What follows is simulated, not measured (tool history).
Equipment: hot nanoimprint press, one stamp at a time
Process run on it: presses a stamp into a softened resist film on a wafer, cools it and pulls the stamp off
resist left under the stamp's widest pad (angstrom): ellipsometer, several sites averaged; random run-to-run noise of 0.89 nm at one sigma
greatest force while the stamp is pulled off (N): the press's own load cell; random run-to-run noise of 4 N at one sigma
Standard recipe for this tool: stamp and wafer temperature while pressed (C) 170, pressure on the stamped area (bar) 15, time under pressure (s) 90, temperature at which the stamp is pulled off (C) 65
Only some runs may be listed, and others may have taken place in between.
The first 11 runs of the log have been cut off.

run	hour	stamp and wafer temperature while pressed (C)	pressure on the stamped area (bar)	time under pressure (s)	temperature at which the stamp is pulled off (C)	resist left under the stamp's widest pad (angstrom)	greatest force while the stamp is pulled off (N)
12	128.8	170	15	90	65	1286	243
13	140.1	170	15	90	65	1288	235
14	150.6	170	15	90	65	1280	243
15	158.1	170	13.7	90	65	1335	237
16	174.8	170	19.4	130	65	987	237
17	189.3	170	19.4	130	65	983	257
# hour 204.6: plate thermocouple calibrated
18	209.2	170	16.7	90	65	1169	245
# hour 222: stamp cleaned and given a new release coat
19	225.5	181	15.4	82	52	772	267
20	241.6	181	15.4	82	52	755	274
21	250.6	173	15	67	65	1204	201
22	262.5	179	18.4	167	58	571	240
23	277.6	170	15	90	56	1227	252
24	289.9	170	15	90	56	1249	268
25	305.8	170	15	90	56	1227	267
26	314.3	181	13.1	68	65	906	214
27	329.8	181	13.1	68	65	891	214
28	341.5	181	13.1	68	65	912	217
29	353.5	181	13.1	68	65	920	219
30	365.2	181	15.6	150	57	612	269

Here are 3 independent what-if runs from the current tool condition. What would each one return?
A	378.2	181	21.5	150	57	?	?
B	378.2	170	15	84	58	?	?
C	378.2	180	15	90	63	?	?

run	resist left under the stamp's widest pad (angstrom)	greatest force while the stamp is pulled off (N)
A	514	277
B	1295	274
C	796	230
Take away the tool's hidden state, keep each run's random variation, and the runs would have read:
run	resist left under the stamp's widest pad (angstrom)	greatest force while the stamp is pulled off (N)
A	496	237
B	1260	234
C	773	197

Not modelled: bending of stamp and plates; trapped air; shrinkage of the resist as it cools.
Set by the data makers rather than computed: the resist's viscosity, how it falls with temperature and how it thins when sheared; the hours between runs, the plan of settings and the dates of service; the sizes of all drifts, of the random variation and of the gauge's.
